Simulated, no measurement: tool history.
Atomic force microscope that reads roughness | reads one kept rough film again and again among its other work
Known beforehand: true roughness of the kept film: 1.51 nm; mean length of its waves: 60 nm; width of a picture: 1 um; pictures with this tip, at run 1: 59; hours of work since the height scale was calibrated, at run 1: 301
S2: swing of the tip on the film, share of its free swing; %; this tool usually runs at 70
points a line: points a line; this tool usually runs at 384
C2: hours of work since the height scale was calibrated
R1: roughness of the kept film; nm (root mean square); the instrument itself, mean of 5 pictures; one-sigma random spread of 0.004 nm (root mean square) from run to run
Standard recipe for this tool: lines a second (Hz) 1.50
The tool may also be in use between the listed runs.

run 1 hour=0.0 | lines_a_second_(Hz)=1.50 S2=70 points_a_line=384 | pictures_with_this_tip=59 C2=301 | R1=1.351
run 2 hour=16.5 | lines_a_second_(Hz)=1.50 S2=70 points_a_line=384 | pictures_with_this_tip=79 C2=307 | R1=1.338
run 3 hour=32.9 | lines_a_second_(Hz)=1.50 S2=70 points_a_line=384 | pictures_with_this_tip=98 C2=314 | R1=1.335
run 4 hour=46.4 | lines_a_second_(Hz)=1.50 S2=70 points_a_line=384 | pictures_with_this_tip=114 C2=320 | R1=1.328
run 5 hour=69.1 | lines_a_second_(Hz)=1.16 S2=70 points_a_line=384 | pictures_with_this_tip=141 C2=329 | R1=1.353
run 6 hour=82.3 | lines_a_second_(Hz)=1.16 S2=70 points_a_line=370 | pictures_with_this_tip=156 C2=334 | R1=1.341
run 7 hour=99.1 | lines_a_second_(Hz)=1.16 S2=76 points_a_line=370 | pictures_with_this_tip=176 C2=341 | R1=1.313
-- hour=102.1 height scale calibrated on a step standard
run 8 hour=114.2 | lines_a_second_(Hz)=0.62 S2=75 points_a_line=859 | pictures_with_this_tip=193 C2=5 | R1=1.372
run 9 hour=129.5 | lines_a_second_(Hz)=0.75 S2=75 points_a_line=859 | pictures_with_this_tip=211 C2=11 | R1=1.355
run 10 hour=142.6 | lines_a_second_(Hz)=0.75 S2=75 points_a_line=859 | pictures_with_this_tip=226 C2=17 | R1=1.356
run 11 hour=168.8 | lines_a_second_(Hz)=3.58 S2=86 points_a_line=595 | pictures_with_this_tip=257 C2=27 | R1=0.956
-- hour=173.5 height scale calibrated on a step standard, once more
run 12 hour=184.9 | lines_a_second_(Hz)=0.76 S2=61 points_a_line=330 | pictures_with_this_tip=275 C2=5 | R1=1.386
run 13 hour=201.7 | lines_a_second_(Hz)=0.76 S2=61 points_a_line=330 | pictures_with_this_tip=295 C2=12 | R1=1.378
run 14 hour=217.3 | lines_a_second_(Hz)=2.88 S2=70 points_a_line=384 | pictures_with_this_tip=313 C2=18 | R1=1.206

Predict each of these 4 candidate next runs independently; none follows another, all start after run 14:
run A hour=235.3 | lines_a_second_(Hz)=1.05 S2=70 points_a_line=384 | pictures_with_this_tip=334 C2=25 | R1=?
run B hour=235.3 | lines_a_second_(Hz)=2.88 S2=72 points_a_line=384 | pictures_with_this_tip=334 C2=25 | R1=?
run C hour=235.3 | lines_a_second_(Hz)=2.88 S2=88 points_a_line=907 | pictures_with_this_tip=334 C2=25 | R1=?
run D hour=235.3 | lines_a_second_(Hz)=2.57 S2=57 points_a_line=988 | pictures_with_this_tip=334 C2=25 | R1=?

run=A R1=1.329
run=B R1=1.181
run=C R1=0.991
run=D R1=1.325
Had the tool no hidden state, the same runs would have come out as:
run=A R1=1.393
run=B R1=1.237
run=C R1=1.038
run=D R1=1.388
